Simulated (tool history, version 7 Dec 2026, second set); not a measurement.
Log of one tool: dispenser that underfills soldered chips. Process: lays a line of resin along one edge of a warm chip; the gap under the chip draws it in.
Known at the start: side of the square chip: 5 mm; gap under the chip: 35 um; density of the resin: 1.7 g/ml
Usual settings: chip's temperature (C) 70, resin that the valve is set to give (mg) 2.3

run,hour,chip's temperature (C),resin that the valve is set to give (mg),time until the resin shows at the far edge (s),resin that the valve gave (mg)
1,0,70,2.3,59.4,2.28
# hour 3.3: new syringe of resin
2,7.7,70,2.98,34.3,2.941
# hour 20.8: new syringe of resin
3,24.3,70,2.03,33.9,2.005
# hour 38.3: new syringe of resin
4,40.3,70,2.03,32.9,1.985
5,54.3,70,2.03,68.4,1.965
# hour 55.3: new syringe of resin
6,67,70,2.03,54.2,1.968
# hour 71.8: new syringe of resin
7,82.4,70,2.3,47.8,2.219
# hour 89.1: new syringe of resin
8,99,70,2.3,47.3,2.193
# hour 104.8: dispensing valve cleaned and set on the balance
# hour 107.5: new syringe of resin
9,114.4,74,2.3,35.4,2.301
10,123.6,74,2.3,57.4,2.291
# hour 124.7: new syringe of resin
11,139.4,70,2.3,61.3,2.277
# hour 141.6: new syringe of resin
12,153.6,70,2.3,52.9,2.259
# hour 158.3: new syringe of resin
13,161.3,70,2.3,32.7,2.261
14,174.3,70,2.3,64.9,2.247
# hour 175.6: new syringe of resin
15,185,70,2.3,45.4,2.245
# hour 192.9: new syringe of resin
16,193.5,70,2.3,28.2,2.235
17,205.1,70,2.3,52.5,2.222
# hour 209.6: new syringe of resin
18,222.1,74,2.3,46.4,2.21
# hour 226.9: new syringe of resin
# hour 227.9: dispensing valve cleaned and set on the balance
19,234.2,56,2.21,60.2,2.203
# hour 245: new syringe of resin
20,246.2,62,2.76,36.8,2.731
# hour 262.3: new syringe of resin
21,263.5,84,2.85,19.1,2.819
22,276.9,74,2.08,55.2,2.032
# hour 278.9: new syringe of resin
23,292.7,78,2.08,44.8,2.028
# hour 296: new syringe of resin
24,307.6,78,2.08,40.7,2.021
# hour 312.9: new syringe of resin
25,317.5,78,2.08,26.5,2.012
26,326.9,78,2.08,45.4,2.004
# hour 330.2: new syringe of resin
27,340.6,78,2.08,37.2,1.994
# hour 347.2: new syringe of resin
# hour 350.4: dispensing valve cleaned and set on the balance
28,358,55,2.53,72.1,2.521
# hour 365.7: new syringe of resin
29,372.7,55,2.34,64.4,2.324
# hour 382.3: new syringe of resin
30,385.7,82,2.41,22.1,2.373
# hour 399: new syringe of resin
31,401.1,68,2.91,30.8,2.852
# hour 415.7: new syringe of resin
32,417.9,68,2.91,31.2,2.841

Forecast each of these 4 alternatives for the next run:
# hour 423.1: stage's temperature calibrated
A,428.3,70,2.87,?,?
# hour 423.1: stage's temperature calibrated
B,428.3,65,2.91,?,?
# hour 423.1: stage's temperature calibrated
C,428.3,70,2.04,?,?
# hour 423.1: stage's temperature calibrated
D,428.3,65,2.98,?,?

run,time until the resin shows at the far edge (s),resin that the valve gave (mg)
A,57.3,2.786
B,65.3,2.833
C,60.3,1.985
D,67.2,2.895
Without the tool's hidden state the same runs would have given:
run,time until the resin shows at the far edge (s),resin that the valve gave (mg)
A,31,2.865
B,35.3,2.913
C,32.5,2.042
D,36.4,2.977
